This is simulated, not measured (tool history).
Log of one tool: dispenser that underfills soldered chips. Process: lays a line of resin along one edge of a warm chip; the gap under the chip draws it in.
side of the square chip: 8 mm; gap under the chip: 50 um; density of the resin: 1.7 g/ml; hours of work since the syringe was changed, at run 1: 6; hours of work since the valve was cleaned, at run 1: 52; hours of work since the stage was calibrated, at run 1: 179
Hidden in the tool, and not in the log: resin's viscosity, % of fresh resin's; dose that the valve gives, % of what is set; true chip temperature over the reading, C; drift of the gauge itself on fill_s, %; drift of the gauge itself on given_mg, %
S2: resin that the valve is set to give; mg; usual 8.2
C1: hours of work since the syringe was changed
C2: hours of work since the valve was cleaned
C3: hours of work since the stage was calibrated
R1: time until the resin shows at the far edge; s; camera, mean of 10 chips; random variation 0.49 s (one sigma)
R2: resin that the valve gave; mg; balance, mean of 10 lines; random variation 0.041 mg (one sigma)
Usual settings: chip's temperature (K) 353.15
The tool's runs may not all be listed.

run 1 day=0 | chip's_temperature_(K)=353.15 S2=8.2 | C1=6 C2=52 C3=179 | R1=57.8 R2=7.88
run 2 day=0.121 | chip's_temperature_(K)=353.15 S2=8.2 | C1=8 C2=55 C3=181 | R1=67.4 R2=7.88
-- day=0.192 new syringe of resin
run 3 day=0.358 | chip's_temperature_(K)=353.15 S2=8.2 | C1=3 C2=59 C3=185 | R1=48.1 R2=7.87
run 4 day=0.612 | chip's_temperature_(K)=341.15 S2=8.2 | C1=8 C2=63 C3=190 | R1=104.5 R2=7.81
-- day=0.704 new syringe of resin
run 5 day=0.85 | chip's_temperature_(K)=348.15 S2=8.2 | C1=3 C2=67 C3=194 | R1=55.3 R2=7.85
run 6 day=1.138 | chip's_temperature_(K)=348.15 S2=8.2 | C1=8 C2=72 C3=199 | R1=78.6 R2=7.8
-- day=1.221 new syringe of resin
run 7 day=1.321 | chip's_temperature_(K)=348.15 S2=8.2 | C1=2 C2=75 C3=202 | R1=52.6 R2=7.79
run 8 day=1.488 | chip's_temperature_(K)=353.15 S2=8.2 | C1=5 C2=78 C3=205 | R1=53.9 R2=7.73
run 9 day=1.646 | chip's_temperature_(K)=353.15 S2=8.2 | C1=8 C2=81 C3=208 | R1=65.6 R2=7.83
-- day=1.725 new syringe of resin
run 10 day=1.942 | chip's_temperature_(K)=353.15 S2=8.2 | C1=4 C2=86 C3=213 | R1=50.5 R2=7.75
run 11 day=2.096 | chip's_temperature_(K)=353.15 S2=8.2 | C1=7 C2=89 C3=216 | R1=62.9 R2=7.74
-- day=2.242 new syringe of resin
run 12 day=2.304 | chip's_temperature_(K)=360.15 S2=7.55 | C1=1 C2=93 C3=219 | R1=33.6 R2=7.06
run 13 day=2.458 | chip's_temperature_(K)=339.15 S2=7.53 | C1=4 C2=95 C3=222 | R1=88.9 R2=7.1
run 14 day=2.667 | chip's_temperature_(K)=339.15 S2=7.53 | C1=8 C2=99 C3=226 | R1=118.6 R2=7.06
-- day=2.762 new syringe of resin
-- day=2.933 dispensing valve cleaned and set on the balance
run 15 day=2.971 | chip's_temperature_(K)=367.15 S2=10.1 | C1=3 C2=1 C3=230 | R1=28.6 R2=10.08
run 16 day=3.262 | chip's_temperature_(K)=339.15 S2=9.04 | C1=8 C2=6 C3=235 | R1=118.8 R2=9.01
-- day=3.325 new syringe of resin
run 17 day=3.479 | chip's_temperature_(K)=339.15 S2=9.04 | C1=3 C2=10 C3=239 | R1=78.5 R2=9.03

Forecast each of these 3 alternatives for the next run:
run A day=3.696 | chip's_temperature_(K)=339.15 S2=8.79 | C1=7 C2=13 C3=243 | R1=? R2=?
run B day=3.696 | chip's_temperature_(K)=351.15 S2=7.33 | C1=7 C2=13 C3=243 | R1=? R2=?
run C day=3.696 | chip's_temperature_(K)=349.15 S2=7.58 | C1=7 C2=13 C3=243 | R1=? R2=?

run=A R1=104.4 R2=8.74
run=B R1=69 R2=7.23
run=C R1=72.9 R2=7.52
Without the tool's hidden state the same runs would have given:
run=A R1=65 R2=8.81
run=B R1=42.9 R2=7.28
run=C R1=45.5 R2=7.57
